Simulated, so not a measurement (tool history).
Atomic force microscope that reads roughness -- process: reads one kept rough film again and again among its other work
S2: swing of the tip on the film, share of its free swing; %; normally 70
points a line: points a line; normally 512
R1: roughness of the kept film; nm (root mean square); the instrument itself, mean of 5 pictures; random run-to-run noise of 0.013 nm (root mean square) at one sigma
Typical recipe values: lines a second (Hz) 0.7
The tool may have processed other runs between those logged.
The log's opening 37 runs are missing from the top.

{"run": 38, "hour": 278.3, "lines a second (Hz)": 1.77, "S2": 83, "points a line": 441, "R1": 2.282}
{"run": 39, "hour": 287.6, "lines a second (Hz)": 1.77, "S2": 83, "points a line": 441, "R1": 2.236}
{"run": 40, "hour": 297.7, "lines a second (Hz)": 3.942, "S2": 57, "points a line": 616, "R1": 2.365}
{"run": 41, "hour": 308.9, "lines a second (Hz)": 3.942, "S2": 57, "points a line": 616, "R1": 2.303}
{"run": 42, "hour": 318.9, "lines a second (Hz)": 2.715, "S2": 72, "points a line": 297, "R1": 2.089}
{"run": 43, "hour": 328.2, "lines a second (Hz)": 2.034, "S2": 78, "points a line": 512, "R1": 2.099}
{"run": 44, "hour": 334.8, "lines a second (Hz)": 2.034, "S2": 78, "points a line": 512, "R1": 2.063}
{"run": 45, "hour": 342.5, "lines a second (Hz)": 1.499, "S2": 88, "points a line": 512, "R1": 1.971}
{"run": 46, "hour": 350.1, "lines a second (Hz)": 1.499, "S2": 88, "points a line": 512, "R1": 1.947}
{"run": 47, "hour": 360.5, "lines a second (Hz)": 0.7, "S2": 58, "points a line": 966, "R1": 2.212}
{"run": 48, "hour": 366.2, "lines a second (Hz)": 0.7, "S2": 58, "points a line": 966, "R1": 2.159}
{"run": 49, "hour": 376.3, "lines a second (Hz)": 0.7, "S2": 58, "points a line": 966, "R1": 2.145}
{"run": 50, "hour": 381.2, "lines a second (Hz)": 0.7, "S2": 58, "points a line": 966, "R1": 2.121}
{"run": 51, "hour": 389.2, "lines a second (Hz)": 1.976, "S2": 64, "points a line": 512, "R1": 1.992}

Here are 4 independent what-if runs from the current tool condition. What would each one return?
{"run": "A", "hour": 399.0, "lines a second (Hz)": 0.729, "S2": 64, "points a line": 512, "R1": "?"}
{"run": "B", "hour": 399.0, "lines a second (Hz)": 2.215, "S2": 70, "points a line": 512, "R1": "?"}
{"run": "C", "hour": 399.0, "lines a second (Hz)": 0.501, "S2": 85, "points a line": 369, "R1": "?"}
{"run": "D", "hour": 399.0, "lines a second (Hz)": 0.7, "S2": 65, "points a line": 512, "R1": "?"}

run=A R1=2.018
run=B R1=1.878
run=C R1=1.966
run=D R1=2.041
Had the tool no hidden state, the same runs would have come out as:
run=A R1=3.18
run=B R1=2.97
run=C R1=3.096
run=D R1=3.217

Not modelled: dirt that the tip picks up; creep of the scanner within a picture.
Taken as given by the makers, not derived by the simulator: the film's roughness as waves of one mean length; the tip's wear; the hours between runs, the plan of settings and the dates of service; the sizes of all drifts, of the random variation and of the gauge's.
